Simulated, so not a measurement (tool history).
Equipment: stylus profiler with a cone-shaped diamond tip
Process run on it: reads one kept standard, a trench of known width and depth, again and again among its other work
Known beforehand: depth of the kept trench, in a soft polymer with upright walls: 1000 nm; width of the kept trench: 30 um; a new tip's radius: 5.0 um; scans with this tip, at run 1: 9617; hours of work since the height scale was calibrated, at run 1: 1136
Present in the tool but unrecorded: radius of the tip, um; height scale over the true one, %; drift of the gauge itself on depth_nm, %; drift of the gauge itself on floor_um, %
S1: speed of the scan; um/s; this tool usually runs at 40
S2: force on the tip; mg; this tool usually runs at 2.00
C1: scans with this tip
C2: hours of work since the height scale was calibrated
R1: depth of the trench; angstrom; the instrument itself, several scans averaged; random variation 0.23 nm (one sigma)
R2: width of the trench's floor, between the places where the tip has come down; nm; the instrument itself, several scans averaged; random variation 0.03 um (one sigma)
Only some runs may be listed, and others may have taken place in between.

run 1 hour=0.0 | S1=40 S2=2.00 | C1=9617 C2=1136 | R1=10174.9 R2=22470
run 2 hour=73.5 | S1=40 S2=2.00 | C1=10064 C2=1189 | R1=10175.3 R2=22380
run 3 hour=148.7 | S1=40 S2=2.00 | C1=10521 C2=1243 | R1=10177.5 R2=22290
run 4 hour=241.3 | S1=40 S2=1.11 | C1=11084 C2=1309 | R1=10136.3 R2=22160
run 5 hour=356.4 | S1=40 S2=1.11 | C1=11783 C2=1392 | R1=10139.4 R2=22050
run 6 hour=464.5 | S1=40 S2=1.11 | C1=12440 C2=1470 | R1=10138.7 R2=21990
run 7 hour=536.7 | S1=22 S2=2.00 | C1=12878 C2=1522 | R1=10188.7 R2=22120
run 8 hour=595.8 | S1=40 S2=2.00 | C1=13238 C2=1564 | R1=10190.6 R2=21940
run 9 hour=670.6 | S1=40 S2=2.00 | C1=13692 C2=1618 | R1=10187.9 R2=21960
run 10 hour=753.6 | S1=40 S2=2.00 | C1=14197 C2=1677 | R1=10191.0 R2=21860
run 11 hour=857.5 | S1=40 S2=2.00 | C1=14828 C2=1752 | R1=10196.6 R2=21750
run 12 hour=952.1 | S1=12 S2=2.00 | C1=15403 C2=1820 | R1=10204.4 R2=21920
run 13 hour=1071.1 | S1=12 S2=2.00 | C1=16126 C2=1905 | R1=10201.2 R2=21770
run 14 hour=1151.2 | S1=12 S2=2.00 | C1=16613 C2=1963 | R1=10203.4 R2=21720
run 15 hour=1215.3 | S1=40 S2=2.00 | C1=17002 C2=2009 | R1=10204.1 R2=21580
run 16 hour=1292.0 | S1=40 S2=2.00 | C1=17468 C2=2064 | R1=10206.5 R2=21420
run 17 hour=1410.3 | S1=40 S2=2.07 | C1=18187 C2=2149 | R1=10212.3 R2=21390
run 18 hour=1487.6 | S1=40 S2=2.07 | C1=18657 C2=2204 | R1=10217.3 R2=21320
-- hour=1513.6 height scale calibrated on a step standard
run 19 hour=1542.0 | S1=40 S2=2.07 | C1=18985 C2=20 | R1=10244.3 R2=21380
run 20 hour=1622.8 | S1=49 S2=2.07 | C1=19476 C2=78 | R1=10250.1 R2=21200
run 21 hour=1735.5 | S1=49 S2=2.07 | C1=20160 C2=159 | R1=10251.0 R2=21150
run 22 hour=1845.0 | S1=40 S2=2.00 | C1=20826 C2=238 | R1=10249.6 R2=21120
run 23 hour=1945.9 | S1=129 S2=2.00 | C1=21439 C2=310 | R1=10253.3 R2=20500
run 24 hour=2013.7 | S1=27 S2=3.35 | C1=21851 C2=359 | R1=10312.2 R2=21170
run 25 hour=2118.1 | S1=30 S2=0.99 | C1=22486 C2=434 | R1=10206.6 R2=20870
-- hour=2153.9 height scale calibrated on a step standard, once more
run 26 hour=2173.6 | S1=39 S2=2.00 | C1=22820 C2=14 | R1=10144.0 R2=20920
run 27 hour=2275.9 | S1=39 S2=2.56 | C1=23441 C2=88 | R1=10169.0 R2=20840
run 28 hour=2374.1 | S1=39 S2=0.82 | C1=24038 C2=158 | R1=10086.1 R2=20630
run 29 hour=2482.8 | S1=86 S2=0.82 | C1=24699 C2=236 | R1=10086.3 R2=20130
run 30 hour=2541.3 | S1=109 S2=2.04 | C1=25054 C2=278 | R1=10152.4 R2=20310
run 31 hour=2655.1 | S1=79 S2=1.54 | C1=25746 C2=360 | R1=10126.4 R2=20280
run 32 hour=2746.0 | S1=79 S2=1.54 | C1=26299 C2=425 | R1=10135.1 R2=20250
run 33 hour=2798.2 | S1=55 S2=2.00 | C1=26616 C2=463 | R1=10150.2 R2=20380
run 34 hour=2876.0 | S1=32 S2=0.69 | C1=27088 C2=518 | R1=10089.1 R2=20400
run 35 hour=2983.9 | S1=32 S2=0.69 | C1=27744 C2=596 | R1=10094.2 R2=20330
run 36 hour=3074.1 | S1=18 S2=4.53 | C1=28292 C2=661 | R1=10260.1 R2=20480
run 37 hour=3190.3 | S1=54 S2=2.15 | C1=28998 C2=744 | R1=10176.4 R2=20140
run 38 hour=3265.7 | S1=14 S2=1.15 | C1=29457 C2=798 | R1=10127.1 R2=20300
run 39 hour=3325.8 | S1=26 S2=1.94 | C1=29822 C2=841 | R1=10166.1 R2=20270
run 40 hour=3380.6 | S1=78 S2=5.53 | C1=30155 C2=881 | R1=10305.7 R2=20120
run 41 hour=3484.4 | S1=78 S2=5.53 | C1=30786 C2=955 | R1=10310.1 R2=19980
run 42 hour=3549.8 | S1=111 S2=1.48 | C1=31183 C2=1002 | R1=10150.5 R2=19510
run 43 hour=3659.0 | S1=65 S2=1.48 | C1=31847 C2=1081 | R1=10153.8 R2=19760
run 44 hour=3758.9 | S1=132 S2=2.00 | C1=32454 C2=1152 | R1=10186.3 R2=19350

Expected results for the next run?
run 45 hour=3842.7 | S1=15 S2=4.46 | C1=32963 C2=1212 | R1=? R2=?

R1: 10284.6 angstrom
R2: 20010 nm
Had the tool carried no hidden state, the very same run would have given R1 10237.2 angstrom, R2 23870 nm.
